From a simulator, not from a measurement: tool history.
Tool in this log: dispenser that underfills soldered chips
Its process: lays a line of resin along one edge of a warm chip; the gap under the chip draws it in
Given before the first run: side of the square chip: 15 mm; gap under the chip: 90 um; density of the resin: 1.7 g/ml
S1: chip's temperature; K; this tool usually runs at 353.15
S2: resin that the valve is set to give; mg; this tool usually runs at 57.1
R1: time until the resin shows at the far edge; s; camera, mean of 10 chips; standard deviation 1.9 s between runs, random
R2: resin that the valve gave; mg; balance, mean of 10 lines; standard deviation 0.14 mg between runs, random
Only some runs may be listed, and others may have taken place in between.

run  hour      S1    S2     R1     R2
  1   0.0  353.15  57.1  247.9  56.25
  2   5.6  353.15  57.1  318.6  56.20
      6.7  -- new syringe of resin
  3  11.5  353.15  57.1  241.5  55.99
     19.3  -- new syringe of resin
  4  20.5  353.15  50.5  210.0  49.47
  5  27.3  353.15  50.5  297.3  49.11
     31.9  -- new syringe of resin
  6  34.9  353.15  50.1  229.0  48.31
  7  40.3  345.15  63.1  429.2  61.09
     44.1  -- new syringe of resin
  8  47.1  339.15  53.0  454.0  51.46

Run 9 has not been measured yet. What should we expect?
  9  54.7  339.15  53.0   ?   ?

Run 9 yielded R1 656.4 s, R2 50.91 mg.
If the tool had no hidden condition, the same run with the same run-to-run variation would have returned R1 382.6 s, R2 53.06 mg.
